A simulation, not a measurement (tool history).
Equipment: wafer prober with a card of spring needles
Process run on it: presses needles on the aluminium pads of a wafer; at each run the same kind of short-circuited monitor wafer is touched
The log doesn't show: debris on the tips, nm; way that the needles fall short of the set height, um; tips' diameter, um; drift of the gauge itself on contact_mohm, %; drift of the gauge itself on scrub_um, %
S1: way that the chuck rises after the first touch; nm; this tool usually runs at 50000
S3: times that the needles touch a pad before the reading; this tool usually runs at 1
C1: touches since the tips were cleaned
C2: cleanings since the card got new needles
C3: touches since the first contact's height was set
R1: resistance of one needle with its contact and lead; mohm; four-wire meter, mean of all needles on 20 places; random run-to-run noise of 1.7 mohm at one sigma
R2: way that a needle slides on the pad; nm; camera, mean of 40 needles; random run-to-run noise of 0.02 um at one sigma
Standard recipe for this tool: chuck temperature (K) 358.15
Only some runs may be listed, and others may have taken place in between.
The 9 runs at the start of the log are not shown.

{"run": 10, "hour": 70.0, "S1": 69000, "chuck temperature (K)": 324.15, "S3": 1, "C1": 2831, "C2": 12, "C3": 58463, "R1": 158, "R2": 8220}
{"hour": 75.6, "done": "tips cleaned on abrasive film"}
{"run": 11, "hour": 75.6, "S1": 50000, "chuck temperature (K)": 358.15, "S3": 1, "C1": 7, "C2": 13, "C3": 60163, "R1": 171, "R2": 5980}
{"run": 12, "hour": 82.6, "S1": 50000, "chuck temperature (K)": 358.15, "S3": 1, "C1": 2151, "C2": 13, "C3": 62307, "R1": 169, "R2": 5980}
{"run": 13, "hour": 89.5, "S1": 50000, "chuck temperature (K)": 358.15, "S3": 1, "C1": 4271, "C2": 13, "C3": 64427, "R1": 171, "R2": 5940}
{"hour": 90.3, "done": "tips cleaned on abrasive film"}
{"run": 14, "hour": 94.4, "S1": 50000, "chuck temperature (K)": 358.15, "S3": 1, "C1": 1270, "C2": 14, "C3": 65919, "R1": 169, "R2": 5910}
{"run": 15, "hour": 104.3, "S1": 50000, "chuck temperature (K)": 358.15, "S3": 1, "C1": 4297, "C2": 14, "C3": 68946, "R1": 167, "R2": 5910}
{"hour": 105.2, "done": "tips cleaned on abrasive film"}
{"run": 16, "hour": 112.9, "S1": 50000, "chuck temperature (K)": 300.15, "S3": 1, "C1": 2365, "C2": 15, "C3": 71555, "R1": 160, "R2": 5950}
{"hour": 119.4, "done": "tips cleaned on abrasive film"}
{"run": 17, "hour": 122.1, "S1": 50000, "chuck temperature (K)": 300.15, "S3": 1, "C1": 853, "C2": 16, "C3": 74374, "R1": 157, "R2": 5920}
{"run": 18, "hour": 131.8, "S1": 50000, "chuck temperature (K)": 358.15, "S3": 2, "C1": 3817, "C2": 16, "C3": 77338, "R1": 173, "R2": 5920}
{"hour": 133.8, "done": "tips cleaned on abrasive film"}
{"run": 19, "hour": 140.1, "S1": 53000, "chuck temperature (K)": 358.15, "S3": 1, "C1": 1941, "C2": 17, "C3": 79867, "R1": 168, "R2": 6260}
{"run": 20, "hour": 145.6, "S1": 61000, "chuck temperature (K)": 358.15, "S3": 1, "C1": 3618, "C2": 17, "C3": 81544, "R1": 165, "R2": 7220}
{"hour": 148.4, "done": "tips cleaned on abrasive film"}
{"run": 21, "hour": 151.9, "S1": 61000, "chuck temperature (K)": 358.15, "S3": 1, "C1": 1076, "C2": 18, "C3": 83460, "R1": 166, "R2": 7240}
{"run": 22, "hour": 158.9, "S1": 32000, "chuck temperature (K)": 301.15, "S3": 1, "C1": 3243, "C2": 18, "C3": 85627, "R1": 170, "R2": 3740}
{"hour": 162.9, "done": "tips cleaned on abrasive film"}
{"run": 23, "hour": 165.0, "S1": 53000, "chuck temperature (K)": 338.15, "S3": 2, "C1": 655, "C2": 19, "C3": 87462, "R1": 164, "R2": 6290}
{"run": 24, "hour": 172.2, "S1": 53000, "chuck temperature (K)": 338.15, "S3": 2, "C1": 2873, "C2": 19, "C3": 89680, "R1": 167, "R2": 6230}
{"hour": 177.4, "done": "tips cleaned on abrasive film"}
{"run": 25, "hour": 182.5, "S1": 50000, "chuck temperature (K)": 314.15, "S3": 3, "C1": 1580, "C2": 20, "C3": 92813, "R1": 160, "R2": 5900}
{"run": 26, "hour": 189.4, "S1": 50000, "chuck temperature (K)": 314.15, "S3": 3, "C1": 3686, "C2": 20, "C3": 94919, "R1": 159, "R2": 5870}
{"hour": 192.0, "done": "tips cleaned on abrasive film"}
{"run": 27, "hour": 195.1, "S1": 54000, "chuck temperature (K)": 305.15, "S3": 1, "C1": 954, "C2": 21, "C3": 96647, "R1": 158, "R2": 6360}
{"run": 28, "hour": 205.7, "S1": 59000, "chuck temperature (K)": 352.15, "S3": 2, "C1": 4206, "C2": 21, "C3": 99899, "R1": 162, "R2": 6960}
{"hour": 206.7, "done": "tips cleaned on abrasive film"}
{"run": 29, "hour": 214.3, "S1": 55000, "chuck temperature (K)": 304.15, "S3": 1, "C1": 2321, "C2": 22, "C3": 102515, "R1": 155, "R2": 6500}
{"hour": 220.9, "done": "tips cleaned on abrasive film"}
{"hour": 221.8, "done": "gauge calibrated"}
{"run": 30, "hour": 223.8, "S1": 35000, "chuck temperature (K)": 304.15, "S3": 1, "C1": 869, "C2": 23, "C3": 105398, "R1": 165, "R2": 4220}
{"run": 31, "hour": 233.1, "S1": 41000, "chuck temperature (K)": 304.15, "S3": 2, "C1": 3757, "C2": 23, "C3": 108286, "R1": 165, "R2": 4890}
{"hour": 235.7, "done": "tips cleaned on abrasive film"}
{"run": 32, "hour": 243.2, "S1": 41000, "chuck temperature (K)": 304.15, "S3": 2, "C1": 2320, "C2": 24, "C3": 111361, "R1": 160, "R2": 4940}

Consider 5 possible next runs. They are alternatives, not a sequence: every one starts from the tool as it was left by run 32. What does each give?
{"hour": 249.9, "done": "tips cleaned on abrasive film"}
{"run": "A", "hour": 251.1, "S1": 50000, "chuck temperature (K)": 358.15, "S3": 1, "C1": 378, "C2": 25, "C3": 113753, "R1": "?", "R2": "?"}
{"hour": 249.9, "done": "tips cleaned on abrasive film"}
{"run": "B", "hour": 251.1, "S1": 33000, "chuck temperature (K)": 358.15, "S3": 1, "C1": 378, "C2": 25, "C3": 113753, "R1": "?", "R2": "?"}
{"hour": 249.9, "done": "tips cleaned on abrasive film"}
{"run": "C", "hour": 251.1, "S1": 50000, "chuck temperature (K)": 334.15, "S3": 1, "C1": 378, "C2": 25, "C3": 113753, "R1": "?", "R2": "?"}
{"hour": 249.9, "done": "tips cleaned on abrasive film"}
{"run": "D", "hour": 251.1, "S1": 63000, "chuck temperature (K)": 304.15, "S3": 1, "C1": 378, "C2": 25, "C3": 113753, "R1": "?", "R2": "?"}
{"hour": 249.9, "done": "tips cleaned on abrasive film"}
{"run": "E", "hour": 251.1, "S1": 50000, "chuck temperature (K)": 319.15, "S3": 1, "C1": 378, "C2": 25, "C3": 113753, "R1": "?", "R2": "?"}

run=A R1=170 R2=5960
run=B R1=181 R2=3950
run=C R1=165 R2=6030
run=D R1=153 R2=7570
run=E R1=163 R2=6000
Had the tool no hidden state, the same runs would have come out as:
run=A R1=169 R2=5980
run=B R1=181 R2=3970
run=C R1=165 R2=6050
run=D R1=153 R2=7590
run=E R1=163 R2=6020

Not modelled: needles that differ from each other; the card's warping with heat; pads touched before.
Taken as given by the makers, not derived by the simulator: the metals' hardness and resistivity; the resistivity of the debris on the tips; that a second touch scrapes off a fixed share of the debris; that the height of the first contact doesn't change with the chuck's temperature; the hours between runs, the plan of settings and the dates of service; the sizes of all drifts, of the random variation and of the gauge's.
